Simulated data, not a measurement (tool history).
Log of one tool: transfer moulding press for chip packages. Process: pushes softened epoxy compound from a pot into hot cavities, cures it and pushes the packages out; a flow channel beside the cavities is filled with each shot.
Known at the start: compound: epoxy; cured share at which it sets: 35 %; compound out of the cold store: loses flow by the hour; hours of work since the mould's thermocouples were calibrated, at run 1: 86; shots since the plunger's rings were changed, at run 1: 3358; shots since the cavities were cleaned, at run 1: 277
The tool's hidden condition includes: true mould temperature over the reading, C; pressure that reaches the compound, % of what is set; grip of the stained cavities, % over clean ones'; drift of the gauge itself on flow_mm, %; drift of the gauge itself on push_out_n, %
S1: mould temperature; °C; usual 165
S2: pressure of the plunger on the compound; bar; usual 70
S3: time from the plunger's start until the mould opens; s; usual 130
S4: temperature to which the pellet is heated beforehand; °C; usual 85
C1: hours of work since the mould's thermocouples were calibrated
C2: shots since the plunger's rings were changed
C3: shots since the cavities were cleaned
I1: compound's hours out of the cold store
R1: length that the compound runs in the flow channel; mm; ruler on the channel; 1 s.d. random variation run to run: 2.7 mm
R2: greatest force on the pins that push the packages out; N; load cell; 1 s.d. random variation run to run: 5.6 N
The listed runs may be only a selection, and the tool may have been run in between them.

run	hour	S1	S2	S3	S4	C1	C2	C3	I1	R1	R2
1	0	165	70	130	85	86	3358	277	36	591	268
# hour 27.8: cavities cleaned with cleaning compound and waxed
2	77.5	165	57.3	130	85	130	4051	453	32.4	544	338
# hour 83.1: cavities cleaned with cleaning compound and waxed
# hour 142.4: cavities cleaned with cleaning compound and waxed
3	152.5	165	57.3	130	85	172	4706	92	36.5	531	204
# hour 174.3: cavities cleaned with cleaning compound and waxed, once more
4	212.3	165	70	150	85	206	5237	346	23.1	620	240
# hour 229.8: cavities cleaned with cleaning compound and waxed
5	276.1	165	70	150	85	242	5805	422	11.1	650	256
# hour 287.1: cavities cleaned with cleaning compound and waxed
6	322.9	167	70	130	85	268	6217	326	39.9	564	252
# hour 341.3: cavities cleaned with cleaning compound and waxed
# hour 350.1: plunger's sealing rings changed
7	393.7	167	87.2	130	85	307	398	455	47.9	632	261
# hour 401.4: cavities cleaned with cleaning compound and waxed
# hour 458.3: cavities cleaned with cleaning compound and waxed
8	461.7	165	70	130	81	345	990	31	35.6	603	208
9	501	165	73	130	81	368	1348	389	15.6	676	301
# hour 511.9: cavities cleaned with cleaning compound and waxed
10	542.1	165	87.4	130	85	391	1708	275	27	697	273
# hour 569.8: cavities cleaned with cleaning compound and waxed
11	590.9	165	72	130	85	418	2139	192	16.3	662	258
# hour 626.2: cavities cleaned with cleaning compound and waxed
12	637.7	165	72	130	85	444	2552	105	41.1	593	223
# hour 683: cavities cleaned with cleaning compound and waxed
13	691.5	165	70	130	85	475	3028	78	46.6	568	221
# hour 737.6: cavities cleaned with cleaning compound and waxed
14	744.7	159	66.9	130	85	505	3498	64	12.4	663	340
# hour 794.5: cavities cleaned with cleaning compound and waxed
15	800.7	172	70	119	90	537	3995	56	41.5	570	186
# hour 849: cavities cleaned with cleaning compound and waxed
16	856.1	165	70	155	85	568	4486	65	46.8	558	183
# hour 887.8: mould's thermocouples calibrated
# hour 907.7: cavities cleaned with cleaning compound and waxed
17	908.3	164	77.7	141	92	11	4929	5	22.9	659	189
# hour 964.1: cavities cleaned with cleaning compound and waxed
18	967.7	166	55.2	124	85	45	5457	33	10	583	210
# hour 1020.4: cavities cleaned with cleaning compound and waxed
19	1024.6	165	70	121	85	77	5962	39	36.8	583	217
# hour 1079: plunger's sealing rings changed
# hour 1080.5: cavities cleaned with cleaning compound and waxed
20	1091.4	165	70	115	85	113	99	99	47.1	578	252
# hour 1136.8: cavities cleaned with cleaning compound and waxed
21	1146.9	171	54.1	147	85	145	591	92	18.5	563	192
# hour 1190.7: cavities cleaned with cleaning compound and waxed
22	1215.1	160	59.4	118	82	184	1199	222	41.3	555	395
# hour 1248.4: cavities cleaned with cleaning compound and waxed
23	1273.1	167	86	112	87	216	1713	225	33.8	669	284
# hour 1302.4: cavities cleaned with cleaning compound and waxed
24	1343.9	167	86	112	87	257	2345	378	18	711	327
# hour 1358.3: cavities cleaned with cleaning compound and waxed
25	1401.5	166	70	112	85	289	2855	393	27.9	615	351
# hour 1414.3: cavities cleaned with cleaning compound and waxed
# hour 1468: cavities cleaned with cleaning compound and waxed
26	1479.3	170	70	130	76	333	3537	104	32	591	202

What if the next run were any one of these 3? Each begins from the tool's condition after run 26:
# hour 1525.2: cavities cleaned with cleaning compound and waxed
A	1536.1	171	70	122	85	365	4040	99	11.7	?	?
# hour 1525.2: cavities cleaned with cleaning compound and waxed
B	1536.1	165	70	168	85	365	4040	99	36.6	?	?
# hour 1525.2: cavities cleaned with cleaning compound and waxed
C	1536.1	170	66.4	152	76	365	4040	99	18.1	?	?

run	R1	R2
A	644	208
B	589	185
C	613	188
Had the tool no hidden state, the same runs would have come out as:
run	R1	R2
A	660	176
B	603	156
C	628	159
